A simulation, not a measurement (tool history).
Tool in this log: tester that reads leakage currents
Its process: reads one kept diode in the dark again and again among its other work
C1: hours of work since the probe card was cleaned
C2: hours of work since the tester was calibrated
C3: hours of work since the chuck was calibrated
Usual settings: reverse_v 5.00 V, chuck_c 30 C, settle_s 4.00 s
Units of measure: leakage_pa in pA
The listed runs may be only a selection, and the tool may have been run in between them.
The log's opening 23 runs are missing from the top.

Run 24, day 64.604: usual settings but reverse_v 17.68 V, settle_s 0.54 s; C1 3568; C2 87; C3 572. Result: leakage_pa 371.85 pA.
At day 65.446: tester calibrated, once more.
At day 66.879: probe card cleaned and baked.
Run 25, day 67.042: usual settings but reverse_v 4.21 V; C1 2; C2 20; C3 603. Result: leakage_pa 195.47 pA.
Run 26, day 69.554: usual settings but chuck_c 24 C; C1 37; C2 55; C3 638. Result: leakage_pa 121.71 pA.
Run 27, day 72.312: usual settings but chuck_c 24 C; C1 75; C2 93; C3 676. Result: leakage_pa 121.11 pA.
At day 74.629: chuck's temperature calibrated.
Run 28, day 76.375: usual settings but reverse_v 9.32 V, chuck_c 56 C, settle_s 3.57 s; C1 130; C2 148; C3 24. Result: leakage_pa 2277.37 pA.
Run 29, day 78.812: usual settings but reverse_v 9.32 V, chuck_c 56 C, settle_s 3.57 s; C1 164; C2 182; C3 58. Result: leakage_pa 2270.48 pA.
Run 30, day 82.283: usual settings but reverse_v 7.15 V, chuck_c 40 C, settle_s 4.18 s; C1 212; C2 230; C3 106. Result: leakage_pa 593.20 pA.
Run 31, day 86.200: usual settings but reverse_v 7.15 V, chuck_c 40 C, settle_s 4.18 s; C1 266; C2 284; C3 160. Result: leakage_pa 586.03 pA.
Run 32, day 88.671: usual settings but reverse_v 7.15 V, chuck_c 40 C, settle_s 4.18 s; C1 300; C2 319; C3 194. Result: leakage_pa 588.72 pA.
Run 33, day 92.404: usual settings but reverse_v 7.15 V, chuck_c 40 C, settle_s 4.18 s; C1 352; C2 370; C3 246. Result: leakage_pa 584.53 pA.
Run 34, day 94.812: usual settings but reverse_v 12.63 V, chuck_c 46 C, settle_s 8.85 s; C1 385; C2 404; C3 279. Result: leakage_pa 1172.21 pA.
Run 35, day 97.412: usual settings but reverse_v 12.63 V, chuck_c 46 C, settle_s 8.85 s; C1 421; C2 440; C3 315. Result: leakage_pa 1167.38 pA.
Run 36, day 99.800: usual settings but reverse_v 1.42 V, chuck_c 24 C, settle_s 5.28 s; C1 454; C2 473; C3 348. Result: leakage_pa 78.20 pA.
Run 37, day 101.492: usual settings but reverse_v 1.42 V, chuck_c 53 C, settle_s 0.39 s; C1 478; C2 496; C3 372. Result: leakage_pa 857.70 pA.
Run 38, day 105.396: usual settings but reverse_v 3.01 V, chuck_c 53 C, settle_s 0.39 s; C1 532; C2 550; C3 426. Result: leakage_pa 1137.85 pA.

Each row is a separate what-if for the run after 38, all from the same tool condition, not one after another. Results?
Run A, day 108.442: usual settings but reverse_v 16.91 V, chuck_c 55 C, settle_s 2.25 s; C1 574; C2 592; C3 468. Result: leakage_pa ?.
Run B, day 108.442: usual settings but reverse_v 13.17 V, chuck_c 53 C, settle_s 0.39 s; C1 574; C2 592; C3 468. Result: leakage_pa ?.
Run C, day 108.442: usual settings but reverse_v 1.23 V, chuck_c 57 C; C1 574; C2 592; C3 468. Result: leakage_pa ?.
Run D, day 108.442: usual settings but reverse_v 1.83 V, chuck_c 53 C, settle_s 0.39 s; C1 574; C2 592; C3 468. Result: leakage_pa ?.

run  leakage_pa
  A     2575.29
  B     2008.49
  C     1080.02
  D      938.20
Had the tool no hidden state, the same runs would have come out as:
run  leakage_pa
  A     2673.52
  B     2085.76
  C     1121.98
  D      975.34

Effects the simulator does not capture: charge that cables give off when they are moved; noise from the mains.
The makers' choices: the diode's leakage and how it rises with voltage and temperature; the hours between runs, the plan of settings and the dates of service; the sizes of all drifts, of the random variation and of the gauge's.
